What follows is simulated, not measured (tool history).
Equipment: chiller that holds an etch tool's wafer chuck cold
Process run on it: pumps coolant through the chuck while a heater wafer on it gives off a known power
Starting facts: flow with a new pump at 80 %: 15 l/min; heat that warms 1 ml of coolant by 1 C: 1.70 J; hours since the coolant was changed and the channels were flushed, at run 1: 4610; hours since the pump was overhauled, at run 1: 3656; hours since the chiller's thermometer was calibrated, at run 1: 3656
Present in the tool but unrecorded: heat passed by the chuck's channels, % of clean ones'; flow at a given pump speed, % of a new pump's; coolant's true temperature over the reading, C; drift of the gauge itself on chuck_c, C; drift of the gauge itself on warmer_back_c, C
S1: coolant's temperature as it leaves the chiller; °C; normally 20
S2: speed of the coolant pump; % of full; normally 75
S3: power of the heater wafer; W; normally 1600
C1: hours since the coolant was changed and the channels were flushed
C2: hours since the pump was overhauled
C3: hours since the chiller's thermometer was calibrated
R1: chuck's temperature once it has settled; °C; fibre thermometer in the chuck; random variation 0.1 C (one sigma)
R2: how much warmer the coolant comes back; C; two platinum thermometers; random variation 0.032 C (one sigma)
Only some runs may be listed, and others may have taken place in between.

run	hour	S1	S2	S3	C1	C2	C3	R1	R2
1	0.0	20	75	1600	4610	3656	3656	32.2	4.19
2	164.2	20	75	1600	4774	3820	3820	32.2	4.21
3	330.4	20	75	1600	4940	3986	3986	32.5	4.26
4	534.5	20	75	1600	5144	4190	4190	32.5	4.24
5	683.7	20	75	1600	5293	4339	4339	32.4	4.21
6	862.5	20	75	1600	5472	4518	4518	32.5	4.26
7	954.3	20	75	1600	5564	4610	4610	32.2	4.23
8	1053.3	20	75	1600	5663	4709	4709	32.3	4.26
9	1266.5	20	75	1600	5876	4922	4922	32.3	4.28
10	1373.8	20	75	1600	5984	5029	5029	32.6	4.27
11	1500.9	20	75	1600	6111	5156	5156	32.3	4.26
12	1617.5	11	75	1600	6227	5273	5273	23.5	4.28
13	1778.1	20	75	1600	6388	5434	5434	32.5	4.31
14	1952.9	20	75	1600	6563	5609	5609	32.6	4.31
# hour 2052.8: chiller's thermometer calibrated
15	2110.7	13	88	1215	6720	5765	58	21.6	2.75
16	2282.0	10	99	2395	6891	5937	229	25.0	4.85
17	2459.6	11	67	804	7068	6114	407	18.1	2.45
18	2665.7	15	66	1600	7275	6320	613	29.7	4.98
19	2870.3	19	66	1301	7479	6525	817	30.9	4.00
20	2969.0	19	66	1301	7578	6624	916	31.0	4.03
21	3070.7	19	66	1301	7680	6725	1018	31.0	3.97
22	3241.8	19	62	1546	7851	6896	1189	34.2	5.13
23	3366.6	19	62	1546	7975	7021	1314	34.2	5.15
24	3588.1	19	62	1546	8197	7243	1535	34.1	5.18
25	3732.6	20	64	1014	8341	7387	1680	29.4	3.22
26	3838.4	20	64	1014	8447	7493	1786	29.6	3.30
27	4059.9	10	87	2166	8669	7714	2007	25.9	5.09

Each row is a separate what-if for the run after 27, all from the same tool condition, not one after another. Results?
A	4269.9	20	75	1238	8879	7925	2217	?	?
B	4269.9	17	62	1025	8879	7925	2217	?	?
C	4269.9	26	75	1600	8879	7925	2217	?	?

run	R1	R2
A	30.3	3.40
B	26.9	3.45
C	39.3	4.40
Take away the tool's hidden state, keep each run's random variation, and the runs would have read:
run	R1	R2
A	29.1	3.12
B	25.7	3.17
C	37.7	4.03

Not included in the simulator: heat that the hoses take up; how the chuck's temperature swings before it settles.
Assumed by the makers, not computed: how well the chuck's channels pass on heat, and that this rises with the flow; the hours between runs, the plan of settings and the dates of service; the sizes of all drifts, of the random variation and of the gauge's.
